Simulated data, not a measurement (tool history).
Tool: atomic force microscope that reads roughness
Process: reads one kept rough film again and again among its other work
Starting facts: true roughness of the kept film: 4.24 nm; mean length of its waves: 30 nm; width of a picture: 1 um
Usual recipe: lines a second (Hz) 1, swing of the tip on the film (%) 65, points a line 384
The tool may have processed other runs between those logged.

| run | day | lines a second (Hz) | swing of the tip on the film (%) | points a line | roughness of the kept film (nm (root mean square)) |
|---|---|---|---|---|---|
| 1 | 0 | 1 | 65 | 384 | 3.056 |
| 2 | 0.392 | 1 | 65 | 384 | 2.997 |
| 3 | 0.888 | 1 | 65 | 384 | 2.971 |
| 4 | 1.346 | 1 | 65 | 384 | 2.934 |
| 5 | 1.875 | 1 | 65 | 384 | 2.916 |
| 6 | 2.129 | 1 | 65 | 384 | 2.928 |
| 7 | 2.483 | 1 | 65 | 384 | 2.89 |
| 8 | 2.812 | 1 | 65 | 564 | 2.871 |
|  | 2.988 | new tip fitted |
| 9 | 3.271 | 1 | 87 | 564 | 3.04 |
| 10 | 3.646 | 1 | 87 | 564 | 3.017 |
| 11 | 4.254 | 1 | 87 | 564 | 3.008 |
| 12 | 4.858 | 0.97 | 87 | 564 | 2.93 |
| 13 | 5.204 | 0.97 | 87 | 564 | 2.916 |
| 14 | 5.775 | 0.97 | 87 | 564 | 2.876 |
| 15 | 6.179 | 0.97 | 87 | 564 | 2.842 |
| 16 | 6.462 | 0.97 | 87 | 564 | 2.827 |
| 17 | 6.767 | 0.97 | 87 | 564 | 2.805 |
| 18 | 7.317 | 1 | 65 | 430 | 3.063 |
| 19 | 7.579 | 1 | 65 | 384 | 3.009 |
| 20 | 8.138 | 1 | 65 | 384 | 3.013 |
| 21 | 8.496 | 1 | 65 | 384 | 2.974 |
| 22 | 8.875 | 1 | 65 | 384 | 2.936 |
| 23 | 9.217 | 2.93 | 65 | 384 | 2.703 |
| 24 | 9.483 | 2.93 | 65 | 663 | 2.69 |
| 25 | 9.746 | 2.93 | 65 | 663 | 2.668 |
| 26 | 10.012 | 2.93 | 65 | 663 | 2.673 |
| 27 | 10.358 | 2.93 | 65 | 663 | 2.646 |
|  | 10.504 | new tip fitted |
| 28 | 10.979 | 2.93 | 65 | 663 | 3.056 |
| 29 | 11.304 | 2.93 | 65 | 663 | 3.032 |
| 30 | 11.892 | 2.93 | 65 | 663 | 3.027 |
| 31 | 12.225 | 1.21 | 65 | 285 | 3.176 |
| 32 | 12.792 | 1.21 | 74 | 285 | 3.043 |
| 33 | 13.179 | 0.6 | 65 | 384 | 3.222 |
| 34 | 13.433 | 0.6 | 88 | 628 | 3.028 |
| 35 | 14.038 | 1 | 61 | 387 | 3.141 |
| 36 | 14.583 | 2.61 | 61 | 455 | 2.949 |
| 37 | 15.033 | 2.61 | 61 | 455 | 2.893 |
| 38 | 15.629 | 2.61 | 69 | 781 | 2.718 |
| 39 | 15.962 | 2.61 | 69 | 781 | 2.694 |
| 40 | 16.25 | 2.61 | 69 | 781 | 2.673 |
| 41 | 16.738 | 2.51 | 86 | 789 | 2.249 |
| 42 | 17.246 | 1.34 | 65 | 384 | 2.847 |
| 43 | 17.608 | 1.34 | 65 | 384 | 2.838 |
|  | 18 | new tip fitted |
| 44 | 18.125 | 1.34 | 65 | 384 | 3.34 |
| 45 | 18.471 | 0.53 | 65 | 433 | 3.422 |
| 46 | 18.771 | 1.32 | 60 | 745 | 3.374 |
| 47 | 19.296 | 2.35 | 65 | 745 | 3.12 |
| 48 | 19.704 | 1.01 | 77 | 436 | 3.095 |
| 49 | 19.975 | 1.01 | 77 | 436 | 3.113 |
| 50 | 20.438 | 1 | 65 | 782 | 3.222 |
| 51 | 20.975 | 2.73 | 65 | 384 | 2.928 |
| 52 | 21.408 | 2.73 | 59 | 389 | 3.022 |
| 53 | 21.838 | 1 | 83 | 384 | 2.868 |

The logged runs with the hidden state left out (each run's random variation unchanged):
Hidden state present: radius of the tip, nm; height scale over the true one, %; drift of the gauge itself on roughness_nm, %.
| run | roughness of the kept film (nm (root mean square)) |
|---|---|
| 1 | 3.416 |
| 2 | 3.376 |
| 3 | 3.388 |
| 4 | 3.378 |
| 5 | 3.392 |
| 6 | 3.422 |
| 7 | 3.405 |
| 8 | 3.405 |
| 9 | 3.078 |
| 10 | 3.087 |
| 11 | 3.126 |
| 12 | 3.086 |
| 13 | 3.096 |
| 14 | 3.095 |
| 15 | 3.085 |
| 16 | 3.088 |
| 17 | 3.084 |
| 18 | 3.41 |
| 19 | 3.369 |
| 20 | 3.41 |
| 21 | 3.393 |
| 22 | 3.376 |
| 23 | 3.132 |
| 24 | 3.134 |
| 25 | 3.126 |
| 26 | 3.148 |
| 27 | 3.14 |
| 28 | 3.103 |
| 29 | 3.1 |
| 30 | 3.139 |
| 31 | 3.318 |
| 32 | 3.221 |
| 33 | 3.444 |
| 34 | 3.258 |
| 35 | 3.431 |
| 36 | 3.259 |
| 37 | 3.229 |
| 38 | 3.075 |
| 39 | 3.068 |
| 40 | 3.062 |
| 41 | 2.603 |
| 42 | 3.33 |
| 43 | 3.346 |
| 44 | 3.347 |
| 45 | 3.455 |
| 46 | 3.43 |
| 47 | 3.212 |
| 48 | 3.22 |
| 49 | 3.258 |
| 50 | 3.406 |
| 51 | 3.136 |
| 52 | 3.267 |
| 53 | 3.133 |
